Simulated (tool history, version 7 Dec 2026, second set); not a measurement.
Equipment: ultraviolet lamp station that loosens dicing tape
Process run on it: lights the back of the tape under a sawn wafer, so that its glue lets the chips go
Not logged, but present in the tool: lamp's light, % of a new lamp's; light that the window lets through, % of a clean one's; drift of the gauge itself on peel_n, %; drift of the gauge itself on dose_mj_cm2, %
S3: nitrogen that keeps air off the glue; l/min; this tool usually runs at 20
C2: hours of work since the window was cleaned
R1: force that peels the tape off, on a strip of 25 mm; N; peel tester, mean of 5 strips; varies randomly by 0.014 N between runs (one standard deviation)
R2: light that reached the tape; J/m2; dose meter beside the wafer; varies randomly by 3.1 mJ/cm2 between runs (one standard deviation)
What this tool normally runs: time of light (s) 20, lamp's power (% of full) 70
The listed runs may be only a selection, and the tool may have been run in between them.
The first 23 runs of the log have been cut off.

run 24 hour=703.5 | time_of_light_(s)=25 lamp's_power_(%_of_full)=95 S3=18 | hours_of_work_of_the_lamp=395 C2=196 | R1=0.559 R2=5620
run 25 hour=737.2 | time_of_light_(s)=25 lamp's_power_(%_of_full)=95 S3=18 | hours_of_work_of_the_lamp=410 C2=211 | R1=0.580 R2=5480
run 26 hour=776.1 | time_of_light_(s)=14 lamp's_power_(%_of_full)=64 S3=24 | hours_of_work_of_the_lamp=428 C2=228 | R1=1.964 R2=2010
run 27 hour=807.6 | time_of_light_(s)=14 lamp's_power_(%_of_full)=66 S3=9 | hours_of_work_of_the_lamp=442 C2=242 | R1=2.666 R2=2030
run 28 hour=838.3 | time_of_light_(s)=36 lamp's_power_(%_of_full)=100 S3=11 | hours_of_work_of_the_lamp=456 C2=256 | R1=0.466 R2=7770
-- hour=861.1 window cleaned of glue's vapour
run 29 hour=871.7 | time_of_light_(s)=20 lamp's_power_(%_of_full)=65 S3=7 | hours_of_work_of_the_lamp=470 C2=5 | R1=1.914 R2=3380
run 30 hour=905.7 | time_of_light_(s)=20 lamp's_power_(%_of_full)=65 S3=7 | hours_of_work_of_the_lamp=486 C2=20 | R1=1.936 R2=3310
run 31 hour=946.2 | time_of_light_(s)=20 lamp's_power_(%_of_full)=65 S3=7 | hours_of_work_of_the_lamp=504 C2=38 | R1=1.885 R2=3210
run 32 hour=985.4 | time_of_light_(s)=14 lamp's_power_(%_of_full)=70 S3=6 | hours_of_work_of_the_lamp=521 C2=56 | R1=2.651 R2=2370
run 33 hour=1023.5 | time_of_light_(s)=15 lamp's_power_(%_of_full)=70 S3=20 | hours_of_work_of_the_lamp=538 C2=73 | R1=1.695 R2=2470
run 34 hour=1045.9 | time_of_light_(s)=21 lamp's_power_(%_of_full)=68 S3=20 | hours_of_work_of_the_lamp=549 C2=83 | R1=1.194 R2=3360
run 35 hour=1082.7 | time_of_light_(s)=21 lamp's_power_(%_of_full)=68 S3=20 | hours_of_work_of_the_lamp=565 C2=99 | R1=1.248 R2=3270
run 36 hour=1110.8 | time_of_light_(s)=21 lamp's_power_(%_of_full)=68 S3=20 | hours_of_work_of_the_lamp=578 C2=112 | R1=1.304 R2=3170
run 37 hour=1129.8 | time_of_light_(s)=30 lamp's_power_(%_of_full)=63 S3=13 | hours_of_work_of_the_lamp=586 C2=121 | R1=1.143 R2=4230
run 38 hour=1151.7 | time_of_light_(s)=30 lamp's_power_(%_of_full)=63 S3=13 | hours_of_work_of_the_lamp=596 C2=130 | R1=1.138 R2=4070
run 39 hour=1188.9 | time_of_light_(s)=40 lamp's_power_(%_of_full)=75 S3=11 | hours_of_work_of_the_lamp=613 C2=147 | R1=0.630 R2=6370
run 40 hour=1230.5 | time_of_light_(s)=40 lamp's_power_(%_of_full)=75 S3=11 | hours_of_work_of_the_lamp=631 C2=166 | R1=0.646 R2=6220
run 41 hour=1271.9 | time_of_light_(s)=40 lamp's_power_(%_of_full)=75 S3=11 | hours_of_work_of_the_lamp=650 C2=184 | R1=0.687 R2=6110
run 42 hour=1310.5 | time_of_light_(s)=40 lamp's_power_(%_of_full)=75 S3=11 | hours_of_work_of_the_lamp=667 C2=202 | R1=0.722 R2=5850

What if the next run were any one of these 3? Each begins from the tool's condition after run 42:
run A hour=1328.6 | time_of_light_(s)=20 lamp's_power_(%_of_full)=79 S3=9 | hours_of_work_of_the_lamp=675 C2=210 | R1=? R2=?
run B hour=1328.6 | time_of_light_(s)=15 lamp's_power_(%_of_full)=91 S3=13 | hours_of_work_of_the_lamp=675 C2=210 | R1=? R2=?
run C hour=1328.6 | time_of_light_(s)=12 lamp's_power_(%_of_full)=75 S3=11 | hours_of_work_of_the_lamp=675 C2=210 | R1=? R2=?

run=A R1=1.884 R2=3030
run=B R1=1.924 R2=2600
run=C R1=2.812 R2=1710
Take away the tool's hidden state, keep each run's random variation, and the runs would have read:
run=A R1=0.917 R2=5430
run=B R1=0.933 R2=4680
run=C R1=1.750 R2=3090
